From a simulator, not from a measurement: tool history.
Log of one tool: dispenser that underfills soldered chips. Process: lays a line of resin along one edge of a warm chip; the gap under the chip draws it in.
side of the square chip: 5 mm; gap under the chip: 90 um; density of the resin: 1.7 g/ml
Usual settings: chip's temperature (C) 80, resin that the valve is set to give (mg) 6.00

| run | hour | chip's temperature (C) | resin that the valve is set to give (mg) | time until the resin shows at the far edge (s) | resin that the valve gave (mg) |
|---|---|---|---|---|---|
| 1 | 0.0 | 80 | 6.00 | 11.8 | 5.81 |
| 2 | 2.9 | 80 | 7.19 | 13.9 | 7.01 |
|  | 6.2 | new syringe of resin |
| 3 | 6.2 | 80 | 7.19 | 10.1 | 7.09 |
| 4 | 9.7 | 67 | 6.00 | 20.3 | 5.76 |
| 5 | 14.3 | 80 | 6.00 | 15.5 | 5.82 |
|  | 14.9 | new syringe of resin |
| 6 | 18.1 | 80 | 6.00 | 12.8 | 5.88 |
| 7 | 20.9 | 80 | 6.00 | 14.1 | 5.83 |
| 8 | 23.0 | 80 | 6.00 | 15.6 | 5.71 |
|  | 23.6 | new syringe of resin |
| 9 | 25.8 | 80 | 6.00 | 11.7 | 5.77 |
| 10 | 28.9 | 80 | 6.00 | 14.1 | 5.79 |
|  | 32.6 | new syringe of resin |
| 11 | 33.6 | 90 | 6.00 | 8.0 | 5.70 |
| 12 | 37.7 | 68 | 6.00 | 21.5 | 5.75 |
| 13 | 40.7 | 92 | 6.00 | 9.8 | 5.78 |
|  | 41.4 | new syringe of resin |
| 14 | 43.3 | 92 | 6.00 | 7.7 | 5.76 |
| 15 | 47.2 | 92 | 6.00 | 9.5 | 5.72 |
|  | 50.1 | new syringe of resin |
| 16 | 50.8 | 80 | 6.00 | 11.1 | 5.75 |
| 17 | 54.4 | 80 | 6.00 | 12.6 | 5.60 |
|  | 58.9 | new syringe of resin |
| 18 | 58.9 | 68 | 6.49 | 17.2 | 6.09 |
| 19 | 62.0 | 68 | 6.49 | 19.5 | 5.99 |
| 20 | 66.7 | 76 | 5.28 | 18.5 | 5.02 |
|  | 67.7 | new syringe of resin |
| 21 | 71.2 | 72 | 7.51 | 16.9 | 6.97 |
| 22 | 74.0 | 72 | 7.51 | 20.0 | 6.87 |
|  | 76.6 | new syringe of resin |
| 23 | 78.2 | 86 | 6.83 | 9.5 | 6.28 |
| 24 | 80.9 | 75 | 5.77 | 15.8 | 5.41 |
| 25 | 82.9 | 88 | 7.40 | 11.1 | 6.89 |
|  | 85.5 | new syringe of resin |
| 26 | 86.7 | 88 | 7.40 | 8.2 | 6.76 |
| 27 | 89.8 | 89 | 7.40 | 9.2 | 6.83 |
| 28 | 93.0 | 85 | 7.40 | 12.7 | 6.74 |
|  | 94.3 | new syringe of resin |
| 29 | 96.2 | 85 | 7.40 | 9.4 | 6.80 |
| 30 | 99.0 | 71 | 5.39 | 19.7 | 5.02 |
| 31 | 101.3 | 81 | 5.25 | 15.1 | 4.77 |
|  | 103.0 | new syringe of resin |
| 32 | 104.0 | 94 | 7.40 | 6.7 | 6.83 |
| 33 | 106.8 | 94 | 7.40 | 7.5 | 6.78 |

Some steps in time until the resin shows at the far edge (s) between neighbouring runs. How much of each would the tool show without its hidden state too (settings, what came in, random variation), and how much is left for the hidden state, with any gauge scatter that isn't in both results?
The hidden state here: resin's viscosity, % of fresh resin's; dose that the valve gives, % of what is set; true chip temperature over the reading, C; drift of the gauge itself on fill_s, %; drift of the gauge itself on given_mg, %.
Run 11 -> 12: chip's temperature (C) 90 -> 68. time until the resin shows at the far edge (s) +13.5: hidden state +4.4, all else +9.1.
Run 12 -> 13: chip's temperature (C) 68 -> 92. time until the resin shows at the far edge (s) -11.7: hidden state -1.4, all else -10.3.
Run 22 -> 23: chip's temperature (C) 72 -> 86, resin that the valve is set to give (mg) 7.51 -> 6.83, new syringe of resin. time until the resin shows at the far edge (s) -10.5: hidden state -5.0, all else -5.5.
Run 31 -> 32: chip's temperature (C) 81 -> 94, resin that the valve is set to give (mg) 5.25 -> 7.40, new syringe of resin. time until the resin shows at the far edge (s) -8.4: hidden state -4.5, all else -3.9.

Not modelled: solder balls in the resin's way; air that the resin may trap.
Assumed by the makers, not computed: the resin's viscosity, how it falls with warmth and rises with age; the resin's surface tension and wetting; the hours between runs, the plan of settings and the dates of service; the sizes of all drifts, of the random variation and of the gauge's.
